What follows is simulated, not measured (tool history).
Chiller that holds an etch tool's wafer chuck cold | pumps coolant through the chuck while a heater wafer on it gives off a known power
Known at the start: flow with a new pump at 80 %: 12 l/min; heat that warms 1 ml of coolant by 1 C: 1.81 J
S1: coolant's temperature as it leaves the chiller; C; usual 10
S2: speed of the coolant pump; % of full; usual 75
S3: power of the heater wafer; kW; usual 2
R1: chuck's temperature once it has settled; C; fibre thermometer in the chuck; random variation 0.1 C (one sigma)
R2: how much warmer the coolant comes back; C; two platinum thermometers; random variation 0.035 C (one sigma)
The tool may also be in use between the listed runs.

Run 1, day 0: usual settings. Result: R1 39 C, R2 6.07 C.
Run 2, day 4.504: usual settings. Result: R1 39.1 C, R2 6.1 C.
Run 3, day 11.45: usual settings but S3 2.256 kW. Result: R1 43.1 C, R2 6.81 C.
Run 4, day 17.254: usual settings but S3 2.256 kW. Result: R1 43.1 C, R2 6.93 C.
Run 5, day 21.512: usual settings but S3 2.256 kW. Result: R1 43.2 C, R2 6.89 C.
Run 6, day 27.362: usual settings but S3 2.256 kW. Result: R1 43.4 C, R2 6.94 C.
Run 7, day 35.221: usual settings but S3 2.256 kW. Result: R1 43.6 C, R2 6.92 C.
Run 8, day 39.533: usual settings but S3 2.256 kW. Result: R1 43.9 C, R2 6.91 C.
Run 9, day 46.308: usual settings but S3 2.256 kW. Result: R1 44.1 C, R2 6.95 C.
Run 10, day 51.662: usual settings but S3 2.256 kW. Result: R1 44.2 C, R2 7.02 C.
Run 11, day 56.242: usual settings. Result: R1 40.6 C, R2 6.19 C.
Run 12, day 61.296: usual settings. Result: R1 40.8 C, R2 6.27 C.
Run 13, day 66.946: usual settings but S2 87 % of full. Result: R1 38.1 C, R2 5.28 C.
Run 14, day 75.95: usual settings but S1 18 C, S2 87 % of full, S3 2.628 kW. Result: R1 55.3 C, R2 7.06 C.
Run 15, day 81.933: usual settings but S1 18 C, S2 67 % of full. Result: R1 51.6 C, R2 7.1 C.
Run 16, day 86.312: usual settings but S2 72 % of full, S3 1.64 kW. Result: R1 36.4 C, R2 5.35 C.
At day 91.096: coolant changed, channels flushed.
Run 17, day 93.888: usual settings but S1 4 C, S3 1.64 kW. Result: R1 26.4 C, R2 5.16 C.
Run 18, day 100.579: usual settings but S1 4 C, S3 1.64 kW. Result: R1 26.6 C, R2 5.14 C.
Run 19, day 104.954: usual settings but S1 2 C, S2 96 % of full, S3 2.449 kW. Result: R1 30.6 C, R2 5.98 C.
Run 20, day 111.962: usual settings but S1 2 C, S2 96 % of full, S3 2.449 kW. Result: R1 31 C, R2 6.02 C.
Run 21, day 117.65: usual settings but S1 2 C, S2 96 % of full, S3 2.449 kW. Result: R1 30.9 C, R2 6.01 C.
Run 22, day 121.95: usual settings but S1 11 C, S2 97 % of full, S3 2.449 kW. Result: R1 39.9 C, R2 5.91 C.
Run 23, day 128.717: usual settings but S1 11 C, S2 97 % of full, S3 2.449 kW. Result: R1 40.2 C, R2 5.91 C.
Run 24, day 132.683: usual settings but S1 6 C, S2 97 % of full, S3 1.089 kW. Result: R1 19.5 C, R2 2.59 C.
Run 25, day 137.75: usual settings but S1 4 C, S2 97 % of full, S3 1.397 kW. Result: R1 21 C, R2 3.39 C.

Hidden state or all else? Some run-to-run changes of R1, split into what the settings, what came in and random variation would give without the hidden state, and what is left for the hidden state (with any gauge scatter that isn't in both results):
The hidden state here: heat passed by the chuck's channels, % of clean ones'; flow at a given pump speed, % of a new pump's; coolant's true temperature over the reading, C; drift of the gauge itself on chuck_c, C; drift of the gauge itself on warmer_back_c, C.
Run 13 -> 14: S1 10 -> 18, S3 2 -> 2.628. R1 +17.2 C: hidden state +1.7, all else +15.5.
Run 16 -> 17: S1 10 -> 4, S2 72 -> 75, coolant changed, channels flushed. R1 -10 C: hidden state -3.6, all else -6.4.
Run 23 -> 24: S1 11 -> 6, S3 2.449 -> 1.089. R1 -20.7 C: hidden state -1.1, all else -19.6.

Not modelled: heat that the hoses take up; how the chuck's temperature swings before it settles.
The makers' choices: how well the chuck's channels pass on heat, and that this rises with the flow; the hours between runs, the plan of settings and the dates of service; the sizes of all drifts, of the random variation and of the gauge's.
